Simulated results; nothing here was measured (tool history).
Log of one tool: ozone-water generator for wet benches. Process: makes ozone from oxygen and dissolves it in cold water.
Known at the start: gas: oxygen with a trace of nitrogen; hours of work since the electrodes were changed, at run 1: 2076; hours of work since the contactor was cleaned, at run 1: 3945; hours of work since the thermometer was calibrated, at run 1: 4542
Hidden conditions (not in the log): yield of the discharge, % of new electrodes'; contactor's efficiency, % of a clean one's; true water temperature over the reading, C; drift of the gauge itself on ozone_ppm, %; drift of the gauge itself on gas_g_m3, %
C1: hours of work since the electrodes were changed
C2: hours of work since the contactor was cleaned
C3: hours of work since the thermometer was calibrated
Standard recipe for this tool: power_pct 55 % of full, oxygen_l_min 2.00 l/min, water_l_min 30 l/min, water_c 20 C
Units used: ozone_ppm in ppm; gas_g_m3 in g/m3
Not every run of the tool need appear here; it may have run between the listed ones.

run 1 hour=0.0 | power_pct=55 oxygen_l_min=2.00 water_l_min=30 water_c=20 | C1=2076 C2=3945 C3=4542 | ozone_ppm=5.84 gas_g_m3=137.5
run 2 hour=209.0 | power_pct=56 oxygen_l_min=2.00 water_l_min=30 water_c=20 | C1=2206 C2=4075 C3=4672 | ozone_ppm=5.70 gas_g_m3=138.7
run 3 hour=343.7 | power_pct=56 oxygen_l_min=2.00 water_l_min=30 water_c=20 | C1=2290 C2=4159 C3=4756 | ozone_ppm=5.73 gas_g_m3=139.1
run 4 hour=445.1 | power_pct=55 oxygen_l_min=2.00 water_l_min=30 water_c=20 | C1=2353 C2=4222 C3=4819 | ozone_ppm=5.52 gas_g_m3=136.8
run 5 hour=581.4 | power_pct=55 oxygen_l_min=2.00 water_l_min=30 water_c=20 | C1=2438 C2=4307 C3=4904 | ozone_ppm=5.53 gas_g_m3=136.7
run 6 hour=675.2 | power_pct=55 oxygen_l_min=2.00 water_l_min=30 water_c=20 | C1=2497 C2=4365 C3=4963 | ozone_ppm=5.54 gas_g_m3=138.7
run 7 hour=886.6 | power_pct=55 oxygen_l_min=2.00 water_l_min=30 water_c=20 | C1=2628 C2=4497 C3=5094 | ozone_ppm=5.68 gas_g_m3=137.6
run 8 hour=1023.4 | power_pct=55 oxygen_l_min=3.15 water_l_min=30 water_c=20 | C1=2714 C2=4582 C3=5180 | ozone_ppm=6.36 gas_g_m3=108.4
run 9 hour=1223.6 | power_pct=55 oxygen_l_min=2.00 water_l_min=30 water_c=20 | C1=2838 C2=4707 C3=5304 | ozone_ppm=5.52 gas_g_m3=137.0
-- hour=1382.2 water thermometer calibrated
run 10 hour=1428.1 | power_pct=55 oxygen_l_min=2.00 water_l_min=30 water_c=20 | C1=2966 C2=4834 C3=29 | ozone_ppm=5.63 gas_g_m3=139.2
run 11 hour=1615.8 | power_pct=55 oxygen_l_min=2.00 water_l_min=30 water_c=21 | C1=3083 C2=4951 C3=146 | ozone_ppm=5.53 gas_g_m3=137.9
run 12 hour=1710.6 | power_pct=55 oxygen_l_min=2.63 water_l_min=30 water_c=20 | C1=3142 C2=5010 C3=205 | ozone_ppm=6.01 gas_g_m3=119.2
run 13 hour=1903.2 | power_pct=55 oxygen_l_min=2.63 water_l_min=30 water_c=20 | C1=3262 C2=5130 C3=325 | ozone_ppm=6.03 gas_g_m3=118.4
run 14 hour=2109.2 | power_pct=55 oxygen_l_min=2.42 water_l_min=30 water_c=20 | C1=3390 C2=5259 C3=453 | ozone_ppm=5.86 gas_g_m3=124.5
run 15 hour=2305.6 | power_pct=55 oxygen_l_min=2.42 water_l_min=30 water_c=20 | C1=3512 C2=5381 C3=575 | ozone_ppm=5.95 gas_g_m3=124.9
run 16 hour=2474.2 | power_pct=55 oxygen_l_min=2.42 water_l_min=30 water_c=20 | C1=3617 C2=5486 C3=680 | ozone_ppm=5.91 gas_g_m3=124.3
run 17 hour=2573.6 | power_pct=58 oxygen_l_min=2.72 water_l_min=19 water_c=21 | C1=3679 C2=5548 C3=742 | ozone_ppm=9.68 gas_g_m3=121.5
run 18 hour=2748.0 | power_pct=58 oxygen_l_min=2.72 water_l_min=19 water_c=21 | C1=3788 C2=5657 C3=851 | ozone_ppm=9.82 gas_g_m3=122.2
run 19 hour=2959.4 | power_pct=44 oxygen_l_min=1.88 water_l_min=30 water_c=16 | C1=3920 C2=5788 C3=983 | ozone_ppm=4.76 gas_g_m3=115.6
run 20 hour=3150.7 | power_pct=86 oxygen_l_min=2.00 water_l_min=30 water_c=18 | C1=4039 C2=5907 C3=1102 | ozone_ppm=8.45 gas_g_m3=204.5
-- hour=3174.5 contactor cleaned
run 21 hour=3357.0 | power_pct=66 oxygen_l_min=2.00 water_l_min=30 water_c=27 | C1=4165 C2=114 C3=1228 | ozone_ppm=6.35 gas_g_m3=160.6
run 22 hour=3472.1 | power_pct=55 oxygen_l_min=2.00 water_l_min=30 water_c=16 | C1=4237 C2=185 C3=1300 | ozone_ppm=5.60 gas_g_m3=137.5
run 23 hour=3669.3 | power_pct=55 oxygen_l_min=2.00 water_l_min=30 water_c=16 | C1=4360 C2=308 C3=1423 | ozone_ppm=5.78 gas_g_m3=138.7
run 24 hour=3776.3 | power_pct=55 oxygen_l_min=2.00 water_l_min=30 water_c=16 | C1=4426 C2=375 C3=1489 | ozone_ppm=5.67 gas_g_m3=136.2
run 25 hour=3899.6 | power_pct=55 oxygen_l_min=2.00 water_l_min=30 water_c=16 | C1=4503 C2=452 C3=1566 | ozone_ppm=5.69 gas_g_m3=136.7
run 26 hour=3989.3 | power_pct=55 oxygen_l_min=3.25 water_l_min=25 water_c=20 | C1=4559 C2=508 C3=1622 | ozone_ppm=7.45 gas_g_m3=105.7
run 27 hour=4161.8 | power_pct=71 oxygen_l_min=2.47 water_l_min=27 water_c=23 | C1=4667 C2=615 C3=1730 | ozone_ppm=8.19 gas_g_m3=155.2
run 28 hour=4380.5 | power_pct=71 oxygen_l_min=2.90 water_l_min=27 water_c=23 | C1=4803 C2=751 C3=1866 | ozone_ppm=8.28 gas_g_m3=140.9
run 29 hour=4526.6 | power_pct=55 oxygen_l_min=2.00 water_l_min=25 water_c=20 | C1=4894 C2=842 C3=1957 | ozone_ppm=6.85 gas_g_m3=137.6
run 30 hour=4626.4 | power_pct=68 oxygen_l_min=2.00 water_l_min=18 water_c=12 | C1=4956 C2=905 C3=2019 | ozone_ppm=12.27 gas_g_m3=167.1
run 31 hour=4724.4 | power_pct=68 oxygen_l_min=2.00 water_l_min=18 water_c=12 | C1=5017 C2=966 C3=2080 | ozone_ppm=12.22 gas_g_m3=165.3
run 32 hour=4864.0 | power_pct=89 oxygen_l_min=1.14 water_l_min=45 water_c=19 | C1=5104 C2=1053 C3=2167 | ozone_ppm=4.41 gas_g_m3=283.6

Selected run-to-run steps in gas_g_m3, each split into two signed amounts: the part the tool would show with no hidden state at all (from settings, incoming material and random variation), and the remainder, which goes to the hidden state together with any gauge scatter not common to the measured and the hidden-state-free results:
Run 18 -> 19: power_pct 58 -> 44, oxygen_l_min 2.72 -> 1.88, water_l_min 19 -> 30, water_c 21 -> 16. gas_g_m3 -6.6 g/m3: hidden state +0.2, all else -6.8.
Run 19 -> 20: power_pct 44 -> 86, oxygen_l_min 1.88 -> 2.00, water_c 16 -> 18. gas_g_m3 +88.9 g/m3: hidden state -0.5, all else +89.4.
Run 26 -> 27: power_pct 55 -> 71, oxygen_l_min 3.25 -> 2.47, water_l_min 25 -> 27, water_c 20 -> 23. gas_g_m3 +49.5 g/m3: hidden state -0.2, all else +49.7.
Run 31 -> 32: power_pct 68 -> 89, oxygen_l_min 2.00 -> 1.14, water_l_min 18 -> 45, water_c 12 -> 19. gas_g_m3 +118.3 g/m3: hidden state -0.5, all else +118.8.
